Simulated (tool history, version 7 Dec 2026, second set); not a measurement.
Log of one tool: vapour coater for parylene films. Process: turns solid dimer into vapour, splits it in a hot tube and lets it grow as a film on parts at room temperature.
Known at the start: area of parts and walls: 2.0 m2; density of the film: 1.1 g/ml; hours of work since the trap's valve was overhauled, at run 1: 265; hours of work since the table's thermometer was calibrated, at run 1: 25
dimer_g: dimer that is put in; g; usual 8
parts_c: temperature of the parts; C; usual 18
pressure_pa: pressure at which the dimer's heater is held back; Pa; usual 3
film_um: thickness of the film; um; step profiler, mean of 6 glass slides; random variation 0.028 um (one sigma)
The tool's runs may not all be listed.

| run | hour | dimer_g | parts_c | pressure_pa | hours of work since the trap's valve was overhauled | hours of work since the table's thermometer was calibrated | film_um |
|---|---|---|---|---|---|---|---|
| 1 | 0 | 8 | 18 | 3 | 265 | 25 | 2.3 |
| 2 | 24.6 | 8 | 18 | 7.34 | 279 | 40 | 2.13 |
| 3 | 44.9 | 8 | 18 | 7.34 | 291 | 52 | 2.1 |
| 4 | 73.5 | 8 | 18 | 7.34 | 308 | 68 | 2.15 |
| 5 | 91.3 | 8 | 18 | 7.34 | 318 | 78 | 2.09 |
| 6 | 107.7 | 8 | 18 | 7.34 | 327 | 88 | 2.09 |
| 7 | 122.7 | 3 | 18 | 3 | 336 | 97 | 0.78 |
| 8 | 142.1 | 3 | 18 | 3 | 347 | 108 | 0.82 |
| 9 | 174 | 4 | 18 | 3 | 366 | 127 | 1.09 |
| 10 | 206.7 | 4 | 18 | 3 | 385 | 145 | 1.08 |
| 11 | 223.1 | 4 | 18 | 2.64 | 394 | 155 | 1.12 |
| 12 | 240.7 | 8 | 27 | 3 | 405 | 165 | 1.71 |
| 13 | 272.1 | 8 | 27 | 3 | 423 | 183 | 1.72 |
| 14 | 293.8 | 8 | 30 | 3 | 435 | 196 | 1.52 |
| 15 | 309.8 | 8 | 23 | 3 | 445 | 205 | 1.9 |
| 16 | 331.9 | 8 | 27 | 3 | 458 | 218 | 1.65 |
| 17 | 346.1 | 12 | 18 | 3 | 466 | 226 | 3.3 |
| 18 | 377.3 | 8 | 18 | 2.36 | 484 | 245 | 2.21 |
| 19 | 402.4 | 8 | 18 | 2.36 | 499 | 259 | 2.23 |
| 20 | 423.2 | 8 | 18 | 2.36 | 511 | 271 | 2.18 |
|  | 430.4 | trap's valve overhauled |
| 21 | 445.7 | 8 | 18 | 2.36 | 9 | 282 | 2.05 |
| 22 | 478.8 | 8 | 27 | 5.06 | 28 | 301 | 1.51 |
| 23 | 513.2 | 13 | 26 | 5.06 | 48 | 321 | 2.51 |
| 24 | 527.6 | 13 | 26 | 5.06 | 56 | 330 | 2.49 |
| 25 | 552.6 | 8 | 18 | 8.19 | 71 | 344 | 1.9 |
| 26 | 574.4 | 10 | 12 | 8.19 | 84 | 357 | 2.81 |
| 27 | 592.7 | 4 | 12 | 8.19 | 94 | 367 | 1.1 |
|  | 614.1 | trap's valve overhauled, once more |
| 28 | 624.5 | 4 | 12 | 8.19 | 6 | 383 | 1.37 |
| 29 | 648.3 | 4 | 12 | 11.1 | 20 | 397 | 1.31 |
| 30 | 665 | 8 | 25 | 4.01 | 30 | 407 | 1.87 |
| 31 | 679.6 | 8 | 25 | 4.01 | 38 | 415 | 1.86 |
| 32 | 713.5 | 3 | 18 | 3 | 58 | 435 | 0.87 |
| 33 | 731.6 | 3 | 18 | 3 | 68 | 446 | 0.87 |
| 34 | 747.5 | 3 | 14 | 3 | 77 | 455 | 1.02 |
| 35 | 775.2 | 14 | 12 | 6.59 | 94 | 471 | 4.59 |
| 36 | 794.9 | 8 | 18 | 8.12 | 105 | 482 | 2.16 |
| 37 | 828.1 | 8 | 18 | 8.12 | 124 | 502 | 2.14 |
| 38 | 855.3 | 13 | 13 | 2.56 | 140 | 518 | 4.4 |
| 39 | 871.7 | 3 | 25 | 6.64 | 150 | 527 | 0.68 |

Hidden state at the last listed run before each entry between runs and at the first one after, where it differs:
Between runs 20 and 21: trap's valve overhauled (hour 430.4)
  vapour lost through the trap's worn valve, %: 9.3 -> 14.8; true temperature of the parts over the reading, C: 0.07 -> 0.08
  measured less the result without the state, film_um: -0.23 -> -0.37 um
Between runs 27 and 28: trap's valve overhauled, once more (hour 614.1)
  vapour lost through the trap's worn valve, %: 16.3 -> 0.7; true temperature of the parts over the reading, C: 0.1 -> 0.11
  measured less the result without the state, film_um: -0.23 -> -0.01 um
